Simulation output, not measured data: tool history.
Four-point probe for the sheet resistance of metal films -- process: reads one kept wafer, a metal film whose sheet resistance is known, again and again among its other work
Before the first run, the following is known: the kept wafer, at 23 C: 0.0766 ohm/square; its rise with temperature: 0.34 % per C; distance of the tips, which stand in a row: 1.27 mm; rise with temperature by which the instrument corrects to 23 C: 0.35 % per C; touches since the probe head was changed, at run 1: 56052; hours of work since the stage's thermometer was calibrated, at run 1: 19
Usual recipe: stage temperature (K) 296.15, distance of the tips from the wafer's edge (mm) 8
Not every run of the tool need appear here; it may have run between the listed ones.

| run | hour | stage temperature (K) | distance of the tips from the wafer's edge (mm) | touches since the probe head was changed | hours of work since the stage's thermometer was calibrated | sheet resistance as the instrument gives it (ohm/square) |
|---|---|---|---|---|---|---|
| 1 | 0 | 296.15 | 8 | 56052 | 19 | 0.077091 |
| 2 | 46.7 | 296.15 | 8 | 58841 | 52 | 0.077043 |
| 3 | 104.9 | 293.15 | 8 | 62316 | 93 | 0.077042 |
| 4 | 166.3 | 296.15 | 8 | 65980 | 137 | 0.077028 |
| 5 | 235.7 | 296.15 | 8 | 70128 | 186 | 0.076988 |
| 6 | 285.1 | 296.15 | 4 | 73075 | 221 | 0.079842 |
| 7 | 358 | 296.15 | 4 | 77430 | 273 | 0.079795 |
| 8 | 427.3 | 296.15 | 41 | 81569 | 322 | 0.075927 |
| 9 | 488.5 | 296.15 | 41 | 85220 | 365 | 0.075892 |
| 10 | 554 | 296.15 | 41 | 89131 | 412 | 0.075879 |
| 11 | 587.3 | 294.15 | 41 | 91120 | 435 | 0.075893 |
| 12 | 636.2 | 294.15 | 34 | 94043 | 470 | 0.075856 |
| 13 | 703.5 | 302.15 | 32 | 98063 | 518 | 0.075784 |
| 14 | 755.6 | 291.15 | 3 | 101175 | 555 | 0.082398 |
| 15 | 791.5 | 296.15 | 11 | 103316 | 580 | 0.076268 |
| 16 | 839.7 | 296.15 | 11 | 106191 | 614 | 0.076231 |
| 17 | 910.7 | 296.15 | 11 | 110431 | 665 | 0.076214 |
| 18 | 957 | 296.15 | 11 | 113199 | 698 | 0.076184 |
| 19 | 1029.1 | 296.15 | 4 | 117501 | 749 | 0.07952 |
| 20 | 1067.3 | 296.15 | 4 | 119783 | 776 | 0.079516 |

Branching from run 20: 4 alternative next runs. What would each branch give?
| A | 1133 | 291.15 | 15 | 123710 | 823 | ? |
| B | 1133 | 296.15 | 4 | 123710 | 823 | ? |
| C | 1133 | 297.15 | 30 | 123710 | 823 | ? |
| D | 1133 | 301.15 | 51 | 123710 | 823 | ? |

| run | sheet resistance as the instrument gives it (ohm/square) |
|---|---|
| A | 0.075912 |
| B | 0.079461 |
| C | 0.075632 |
| D | 0.075563 |
With no hidden state in the tool, these same runs would have given:
| run | sheet resistance as the instrument gives it (ohm/square) |
|---|---|
| A | 0.076936 |
| B | 0.080528 |
| C | 0.076652 |
| D | 0.076582 |

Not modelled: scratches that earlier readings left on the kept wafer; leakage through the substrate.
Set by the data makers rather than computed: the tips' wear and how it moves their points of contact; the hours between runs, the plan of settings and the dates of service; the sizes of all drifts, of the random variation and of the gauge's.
